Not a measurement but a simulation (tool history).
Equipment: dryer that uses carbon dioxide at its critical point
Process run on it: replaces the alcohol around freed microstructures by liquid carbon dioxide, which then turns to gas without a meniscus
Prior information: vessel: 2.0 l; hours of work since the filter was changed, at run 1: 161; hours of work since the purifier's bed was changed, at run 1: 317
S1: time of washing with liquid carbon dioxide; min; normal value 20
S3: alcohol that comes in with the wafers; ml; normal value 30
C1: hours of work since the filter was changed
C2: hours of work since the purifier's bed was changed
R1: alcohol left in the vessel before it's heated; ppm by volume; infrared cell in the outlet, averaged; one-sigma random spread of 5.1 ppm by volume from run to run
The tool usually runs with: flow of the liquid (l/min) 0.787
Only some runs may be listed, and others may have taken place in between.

Run 1, hour 0.0: usual settings; C1 161; C2 317. Result: R1 187 ppm by volume.
Run 2, hour 19.1: usual settings; C1 174; C2 330. Result: R1 187 ppm by volume.
Run 3, hour 36.9: usual settings but S3 35 ml; C1 186; C2 343. Result: R1 208 ppm by volume.
Run 4, hour 55.8: usual settings but S1 13 min; C1 199; C2 356. Result: R1 721 ppm by volume.
Run 5, hour 77.1: usual settings; C1 214; C2 371. Result: R1 214 ppm by volume.
Run 6, hour 94.3: usual settings but flow of the liquid (l/min) 0.862; C1 226; C2 382. Result: R1 180 ppm by volume.
At hour 101.0: inlet filter changed.
Run 7, hour 104.9: usual settings but flow of the liquid (l/min) 0.862; C1 3; C2 389. Result: R1 138 ppm by volume.
Run 8, hour 121.5: usual settings but flow of the liquid (l/min) 0.862; C1 14; C2 401. Result: R1 151 ppm by volume.
Run 9, hour 137.9: usual settings but flow of the liquid (l/min) 0.862; C1 26; C2 412. Result: R1 144 ppm by volume.
Run 10, hour 147.4: usual settings but flow of the liquid (l/min) 0.862; C1 32; C2 419. Result: R1 142 ppm by volume.
Run 11, hour 165.2: usual settings but flow of the liquid (l/min) 0.862; C1 44; C2 431. Result: R1 153 ppm by volume.
Run 12, hour 187.7: usual settings; C1 60; C2 446. Result: R1 179 ppm by volume.
Run 13, hour 199.0: usual settings; C1 68; C2 454. Result: R1 181 ppm by volume.
Run 14, hour 212.9: usual settings but S1 21 min; C1 78; C2 464. Result: R1 170 ppm by volume.
Run 15, hour 228.6: usual settings but S3 34 ml; C1 88; C2 475. Result: R1 208 ppm by volume.
Run 16, hour 239.7: usual settings but S3 34 ml; C1 96; C2 483. Result: R1 213 ppm by volume.
Run 17, hour 261.6: usual settings but S3 34 ml; C1 111; C2 498. Result: R1 217 ppm by volume.
Run 18, hour 275.1: usual settings but S3 34 ml; C1 121; C2 507. Result: R1 225 ppm by volume.
Run 19, hour 289.5: usual settings but S3 34 ml; C1 131; C2 517. Result: R1 235 ppm by volume.
Run 20, hour 309.7: usual settings; C1 145; C2 531. Result: R1 226 ppm by volume.
At hour 323.8: purifier's bed changed.
Run 21, hour 328.6: usual settings; C1 156; C2 3. Result: R1 105 ppm by volume.
Run 22, hour 342.6: usual settings but flow of the liquid (l/min) 0.509; C1 165; C2 13. Result: R1 663 ppm by volume.
Run 23, hour 358.2: usual settings but flow of the liquid (l/min) 0.509; C1 176; C2 24. Result: R1 656 ppm by volume.
Run 24, hour 379.8: usual settings but flow of the liquid (l/min) 0.509; C1 191; C2 39. Result: R1 702 ppm by volume.
Run 25, hour 396.0: usual settings but S1 18 min, flow of the liquid (l/min) 0.719, S3 91 ml; C1 202; C2 50. Result: R1 814 ppm by volume.
Run 26, hour 407.9: usual settings but S1 17 min, flow of the liquid (l/min) 0.834, S3 41 ml; C1 210; C2 58. Result: R1 261 ppm by volume.
Run 27, hour 426.6: usual settings but S1 17 min, flow of the liquid (l/min) 1.003, S3 41 ml; C1 223; C2 71. Result: R1 120 ppm by volume.
At hour 436.9: inlet filter changed.
Run 28, hour 439.7: usual settings but S1 17 min, flow of the liquid (l/min) 0.629, S3 25 ml; C1 2; C2 80. Result: R1 314 ppm by volume.
Run 29, hour 455.5: usual settings but S1 17 min, flow of the liquid (l/min) 0.629, S3 21 ml; C1 13; C2 91. Result: R1 267 ppm by volume.
Run 30, hour 466.3: usual settings but S1 16 min, flow of the liquid (l/min) 0.726, S3 27 ml; C1 20; C2 98. Result: R1 250 ppm by volume.
Run 31, hour 485.5: usual settings but S3 26 ml; C1 34; C2 111. Result: R1 83 ppm by volume.
Run 32, hour 508.1: usual settings but S3 26 ml; C1 49; C2 127. Result: R1 91 ppm by volume.
Run 33, hour 521.8: usual settings but S1 31 min, flow of the liquid (l/min) 1.068; C1 59; C2 136. Result: R1 40 ppm by volume.
Run 34, hour 532.7: usual settings but S1 28 min, flow of the liquid (l/min) 1.020, S3 59 ml; C1 66; C2 144. Result: R1 53 ppm by volume.
Run 35, hour 543.1: usual settings but S1 28 min, flow of the liquid (l/min) 0.663, S3 24 ml; C1 74; C2 151. Result: R1 72 ppm by volume.
Run 36, hour 561.8: usual settings but S1 21 min, flow of the liquid (l/min) 1.154, S3 31 ml; C1 87; C2 164. Result: R1 59 ppm by volume.
Run 37, hour 575.0: usual settings but S1 24 min, flow of the liquid (l/min) 0.629, S3 29 ml; C1 96; C2 173. Result: R1 152 ppm by volume.
Run 38, hour 594.2: usual settings but S1 16 min, flow of the liquid (l/min) 0.859, S3 29 ml; C1 109; C2 187. Result: R1 199 ppm by volume.
Run 39, hour 604.3: usual settings but S1 13 min, flow of the liquid (l/min) 0.941, S3 86 ml; C1 116; C2 194. Result: R1 733 ppm by volume.
Run 40, hour 615.6: usual settings but S1 13 min, flow of the liquid (l/min) 0.941, S3 86 ml; C1 124; C2 201. Result: R1 743 ppm by volume.
Run 41, hour 631.0: usual settings but S1 13 min, flow of the liquid (l/min) 0.780, S3 28 ml; C1 134; C2 212. Result: R1 578 ppm by volume.
Run 42, hour 644.1: usual settings but S1 32 min, flow of the liquid (l/min) 1.065; C1 144; C2 221. Result: R1 63 ppm by volume.
Run 43, hour 661.6: usual settings but S1 32 min, flow of the liquid (l/min) 1.065; C1 156; C2 233. Result: R1 69 ppm by volume.
Run 44, hour 678.6: usual settings but S1 32 min, flow of the liquid (l/min) 1.065; C1 167; C2 245. Result: R1 74 ppm by volume.
Run 45, hour 688.8: usual settings but S1 32 min, flow of the liquid (l/min) 1.065; C1 175; C2 252. Result: R1 75 ppm by volume.
Run 46, hour 698.3: usual settings but S1 32 min, flow of the liquid (l/min) 1.065; C1 181; C2 259. Result: R1 83 ppm by volume.
Run 47, hour 718.9: usual settings but S1 12 min, flow of the liquid (l/min) 0.567, S3 92 ml; C1 195; C2 273. Result: R1 5719 ppm by volume.

Below are 4 alternative next runs, each starting from the tool's condition after run 47. Predict each:
Run A, hour 728.8: usual settings but S1 15 min, flow of the liquid (l/min) 1.239, S3 39 ml; C1 202; C2 280. Result: R1 ?.
Run B, hour 728.8: usual settings but S1 30 min; C1 202; C2 280. Result: R1 ?.
Run C, hour 728.8: usual settings but S1 15 min, flow of the liquid (l/min) 0.567, S3 67 ml; C1 202; C2 280. Result: R1 ?.
Run D, hour 728.8: usual settings but S1 29 min, S3 54 ml; C1 202; C2 280. Result: R1 ?.

run    R1
  A   130
  B    93
  C  2589
  D   101
Had the tool no hidden state, the same runs would have come out as:
run    R1
  A    22
  B    10
  C  1617
  D     6

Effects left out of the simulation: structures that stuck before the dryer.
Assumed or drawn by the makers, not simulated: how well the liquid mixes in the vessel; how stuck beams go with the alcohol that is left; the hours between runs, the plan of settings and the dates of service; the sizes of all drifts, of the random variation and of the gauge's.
